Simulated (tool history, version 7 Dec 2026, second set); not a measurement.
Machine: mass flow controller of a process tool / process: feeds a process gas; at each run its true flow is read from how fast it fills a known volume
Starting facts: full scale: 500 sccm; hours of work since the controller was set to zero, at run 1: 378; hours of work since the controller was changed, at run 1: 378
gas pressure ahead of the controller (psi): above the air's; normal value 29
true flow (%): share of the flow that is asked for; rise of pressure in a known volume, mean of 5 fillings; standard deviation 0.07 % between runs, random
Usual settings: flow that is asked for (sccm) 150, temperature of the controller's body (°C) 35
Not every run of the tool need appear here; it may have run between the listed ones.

| run | day | flow that is asked for (sccm) | gas pressure ahead of the controller (psi) | temperature of the controller's body (°C) | hours of work since the controller was set to zero | hours of work since the controller was changed | true flow (%) |
|---|---|---|---|---|---|---|---|
| 1 | 0 | 150 | 29 | 35 | 378 | 378 | 98.63 |
| 2 | 4.708 | 150 | 29 | 29 | 459 | 459 | 99.33 |
| 3 | 11.158 | 150 | 29 | 28 | 569 | 569 | 99.64 |
| 4 | 20.675 | 150 | 29 | 28 | 732 | 732 | 99.55 |
| 5 | 27.567 | 150 | 29 | 28 | 850 | 850 | 99.54 |
| 6 | 34.288 | 150 | 29 | 28 | 964 | 964 | 99.74 |
| 7 | 42.342 | 58 | 29 | 28 | 1102 | 1102 | 99.02 |
| 8 | 47.767 | 160 | 29 | 35 | 1195 | 1195 | 99 |
| 9 | 55.954 | 160 | 29 | 35 | 1335 | 1335 | 99.23 |
| 10 | 61.296 | 160 | 29 | 35 | 1426 | 1426 | 99.19 |
| 11 | 67.521 | 102 | 29 | 35 | 1532 | 1532 | 98.98 |
| 12 | 72.908 | 102 | 29 | 35 | 1624 | 1624 | 98.95 |
| 13 | 79.354 | 102 | 29 | 35 | 1735 | 1735 | 98.95 |
| 14 | 88.471 | 150 | 37.6 | 26 | 1890 | 1890 | 100 |
| 15 | 95.404 | 150 | 37.6 | 26 | 2009 | 2009 | 100.21 |
| 16 | 105.242 | 150 | 37.6 | 26 | 2177 | 2177 | 100.07 |
| 17 | 114.488 | 150 | 31.6 | 26 | 2335 | 2335 | 100.48 |
| 18 | 123.658 | 150 | 27 | 21 | 2492 | 2492 | 101.35 |
| 19 | 128.667 | 94 | 33.6 | 35 | 2577 | 2577 | 98.73 |
| 20 | 133.5 | 94 | 33.6 | 35 | 2660 | 2660 | 98.89 |
| 21 | 140.829 | 161 | 29 | 23 | 2785 | 2785 | 101.23 |
| 22 | 150.008 | 150 | 39 | 22 | 2942 | 2942 | 100.89 |
| 23 | 154.371 | 150 | 39 | 22 | 3017 | 3017 | 101 |

Measured minus without-hidden-state, run by run (identical run-to-run variation in each term; gauge scatter may differ):
The hidden state here: flow at rest that the sensor doesn't see, % of full scale; true flow over the shown one, %; drift of the gauge itself on true_pct, %.
| run | true flow (%) |
|---|---|
| 1 | +0.04 |
| 2 | +0.08 |
| 3 | +0.14 |
| 4 | +0.22 |
| 5 | +0.29 |
| 6 | +0.35 |
| 7 | -0.26 |
| 8 | +0.51 |
| 9 | +0.58 |
| 10 | +0.62 |
| 11 | +0.35 |
| 12 | +0.39 |
| 13 | +0.43 |
| 14 | +0.83 |
| 15 | +0.88 |
| 16 | +0.97 |
| 17 | +1.06 |
| 18 | +1.13 |
| 19 | +0.58 |
| 20 | +0.6 |
| 21 | +1.34 |
| 22 | +1.34 |
| 23 | +1.39 |

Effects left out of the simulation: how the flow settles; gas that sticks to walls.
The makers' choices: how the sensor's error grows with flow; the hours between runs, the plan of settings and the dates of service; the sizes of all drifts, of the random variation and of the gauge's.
